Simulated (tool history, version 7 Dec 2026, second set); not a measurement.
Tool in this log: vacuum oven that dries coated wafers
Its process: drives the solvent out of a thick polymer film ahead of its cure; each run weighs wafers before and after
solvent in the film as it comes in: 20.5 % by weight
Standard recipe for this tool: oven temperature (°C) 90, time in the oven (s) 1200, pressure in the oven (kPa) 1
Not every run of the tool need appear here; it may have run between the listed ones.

Run 1, day 0: usual settings. Result: solvent left in the film (%) 0.82.
Run 2, day 0.483: usual settings. Result: solvent left in the film (%) 0.82.
Run 3, day 1.067: usual settings. Result: solvent left in the film (%) 0.83.
Run 4, day 1.654: usual settings. Result: solvent left in the film (%) 0.83.
Run 5, day 2.367: usual settings. Result: solvent left in the film (%) 0.82.
Run 6, day 3.1: usual settings. Result: solvent left in the film (%) 0.85.
Run 7, day 3.467: usual settings. Result: solvent left in the film (%) 0.81.
Run 8, day 3.971: usual settings. Result: solvent left in the film (%) 0.8.
Run 9, day 4.538: usual settings but oven temperature (°C) 88. Result: solvent left in the film (%) 1.11.
Run 10, day 5.2: usual settings. Result: solvent left in the film (%) 0.78.
Run 11, day 5.817: usual settings. Result: solvent left in the film (%) 0.81.
Run 12, day 6.258: usual settings. Result: solvent left in the film (%) 0.81.
Run 13, day 6.883: usual settings. Result: solvent left in the film (%) 0.82.
Run 14, day 7.546: usual settings. Result: solvent left in the film (%) 0.82.
Run 15, day 7.979: usual settings. Result: solvent left in the film (%) 0.79.
Run 16, day 8.446: usual settings but oven temperature (°C) 97. Result: solvent left in the film (%) 0.32.
Run 17, day 9.225: usual settings. Result: solvent left in the film (%) 0.82.
Run 18, day 10.004: usual settings but oven temperature (°C) 95. Result: solvent left in the film (%) 0.4.
Run 19, day 10.646: usual settings but oven temperature (°C) 105, time in the oven (s) 1680, pressure in the oven (kPa) 3.56. Result: solvent left in the film (%) 0.64.
Run 20, day 11.017: usual settings but oven temperature (°C) 95, time in the oven (s) 840, pressure in the oven (kPa) 1.33. Result: solvent left in the film (%) 0.85.
Run 21, day 11.45: usual settings but time in the oven (s) 660, pressure in the oven (kPa) 0.77. Result: solvent left in the film (%) 2.58.
Run 22, day 11.883: usual settings but time in the oven (s) 660, pressure in the oven (kPa) 0.77. Result: solvent left in the film (%) 2.56.
Run 23, day 12.371: usual settings but oven temperature (°C) 81, time in the oven (s) 660, pressure in the oven (kPa) 0.77. Result: solvent left in the film (%) 6.3.
Run 24, day 12.875: usual settings but oven temperature (°C) 81, time in the oven (s) 660, pressure in the oven (kPa) 0.77. Result: solvent left in the film (%) 6.26.
Run 25, day 13.262: usual settings but oven temperature (°C) 101, time in the oven (s) 1500, pressure in the oven (kPa) 3.78. Result: solvent left in the film (%) 0.81.
Run 26, day 14.038: usual settings but oven temperature (°C) 101, time in the oven (s) 1500, pressure in the oven (kPa) 3.78. Result: solvent left in the film (%) 0.8.
Run 27, day 14.404: usual settings but oven temperature (°C) 87, time in the oven (s) 720, pressure in the oven (kPa) 0.67. Result: solvent left in the film (%) 3.16.
Run 28, day 15.012: usual settings but oven temperature (°C) 87, time in the oven (s) 720, pressure in the oven (kPa) 0.67. Result: solvent left in the film (%) 3.12.

Run 29 has not been measured yet. What should we expect?
Run 29, day 15.754: usual settings but oven temperature (°C) 80, time in the oven (s) 1800, pressure in the oven (kPa) 1.03. Result: solvent left in the film (%) ?.

solvent left in the film (%): 1.73
On a tool with no hidden condition, and with the same random variation, this run would have come out at solvent left in the film (%) 2.19.

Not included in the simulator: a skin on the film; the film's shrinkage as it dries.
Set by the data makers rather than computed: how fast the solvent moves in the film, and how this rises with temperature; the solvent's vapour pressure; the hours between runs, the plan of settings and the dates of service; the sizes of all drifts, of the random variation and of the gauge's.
